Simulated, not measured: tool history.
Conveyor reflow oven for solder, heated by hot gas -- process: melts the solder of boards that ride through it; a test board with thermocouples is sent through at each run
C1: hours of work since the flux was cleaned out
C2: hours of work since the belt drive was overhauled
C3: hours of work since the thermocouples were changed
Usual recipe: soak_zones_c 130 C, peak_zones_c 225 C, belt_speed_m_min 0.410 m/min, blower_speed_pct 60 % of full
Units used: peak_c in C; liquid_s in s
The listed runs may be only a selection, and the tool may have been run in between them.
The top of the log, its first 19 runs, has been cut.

{"run": 20, "hour": 216.0, "soak_zones_c": 130, "peak_zones_c": 213, "belt_speed_m_min": 0.399, "blower_speed_pct": 70, "C1": 131, "C2": 18, "C3": 281, "peak_c": 202.66, "liquid_s": 67.6}
{"run": 21, "hour": 229.5, "soak_zones_c": 130, "peak_zones_c": 213, "belt_speed_m_min": 0.479, "blower_speed_pct": 70, "C1": 136, "C2": 23, "C3": 287, "peak_c": 197.82, "liquid_s": 44.3}
{"run": 22, "hour": 243.2, "soak_zones_c": 138, "peak_zones_c": 225, "belt_speed_m_min": 0.408, "blower_speed_pct": 60, "C1": 142, "C2": 29, "C3": 293, "peak_c": 212.56, "liquid_s": 84.0}
{"run": 23, "hour": 257.3, "soak_zones_c": 130, "peak_zones_c": 217, "belt_speed_m_min": 0.41, "blower_speed_pct": 53, "C1": 148, "C2": 35, "C3": 299, "peak_c": 202.94, "liquid_s": 63.3}
{"hour": 273.9, "done": "flux residue cleaned out of gas plates and filters"}
{"run": 24, "hour": 273.9, "soak_zones_c": 130, "peak_zones_c": 225, "belt_speed_m_min": 0.358, "blower_speed_pct": 60, "C1": 0, "C2": 40, "C3": 304, "peak_c": 215.63, "liquid_s": 97.7}
{"run": 25, "hour": 286.8, "soak_zones_c": 123, "peak_zones_c": 236, "belt_speed_m_min": 0.337, "blower_speed_pct": 67, "C1": 6, "C2": 46, "C3": 309, "peak_c": 227.79, "liquid_s": 115.6}
{"run": 26, "hour": 300.1, "soak_zones_c": 130, "peak_zones_c": 225, "belt_speed_m_min": 0.346, "blower_speed_pct": 84, "C1": 11, "C2": 52, "C3": 315, "peak_c": 218.97, "liquid_s": 107.9}
{"run": 27, "hour": 313.4, "soak_zones_c": 125, "peak_zones_c": 220, "belt_speed_m_min": 0.457, "blower_speed_pct": 56, "C1": 17, "C2": 57, "C3": 320, "peak_c": 202.5, "liquid_s": 52.9}
{"run": 28, "hour": 320.3, "soak_zones_c": 131, "peak_zones_c": 225, "belt_speed_m_min": 0.41, "blower_speed_pct": 85, "C1": 20, "C2": 60, "C3": 323, "peak_c": 215.65, "liquid_s": 85.6}
{"run": 29, "hour": 334.8, "soak_zones_c": 131, "peak_zones_c": 225, "belt_speed_m_min": 0.41, "blower_speed_pct": 85, "C1": 26, "C2": 66, "C3": 330, "peak_c": 215.59, "liquid_s": 85.5}
{"run": 30, "hour": 347.3, "soak_zones_c": 131, "peak_zones_c": 225, "belt_speed_m_min": 0.41, "blower_speed_pct": 85, "C1": 31, "C2": 72, "C3": 335, "peak_c": 215.56, "liquid_s": 85.6}
{"run": 31, "hour": 360.0, "soak_zones_c": 131, "peak_zones_c": 220, "belt_speed_m_min": 0.397, "blower_speed_pct": 82, "C1": 37, "C2": 77, "C3": 340, "peak_c": 211.3, "liquid_s": 83.7}

Predict each of these 4 candidate next runs independently; none follows another, all start after run 31:
{"run": "A", "hour": 370.9, "soak_zones_c": 131, "peak_zones_c": 220, "belt_speed_m_min": 0.397, "blower_speed_pct": 61, "C1": 42, "C2": 82, "C3": 345, "peak_c": "?", "liquid_s": "?"}
{"run": "B", "hour": 370.9, "soak_zones_c": 131, "peak_zones_c": 235, "belt_speed_m_min": 0.357, "blower_speed_pct": 59, "C1": 42, "C2": 82, "C3": 345, "peak_c": "?", "liquid_s": "?"}
{"run": "C", "hour": 370.9, "soak_zones_c": 124, "peak_zones_c": 228, "belt_speed_m_min": 0.397, "blower_speed_pct": 53, "C1": 42, "C2": 82, "C3": 345, "peak_c": "?", "liquid_s": "?"}
{"run": "D", "hour": 370.9, "soak_zones_c": 131, "peak_zones_c": 220, "belt_speed_m_min": 0.385, "blower_speed_pct": 82, "C1": 42, "C2": 82, "C3": 345, "peak_c": "?", "liquid_s": "?"}

run=A peak_c=208.58 liquid_s=77.6
run=B peak_c=224.93 liquid_s=109.1
run=C peak_c=213.35 liquid_s=80.2
run=D peak_c=212.07 liquid_s=87.6
With no hidden state in the tool, these same runs would have given:
run=A peak_c=208.01 liquid_s=76.6
run=B peak_c=224.32 liquid_s=108.2
run=C peak_c=212.78 liquid_s=79.3
run=D peak_c=211.50 liquid_s=86.7
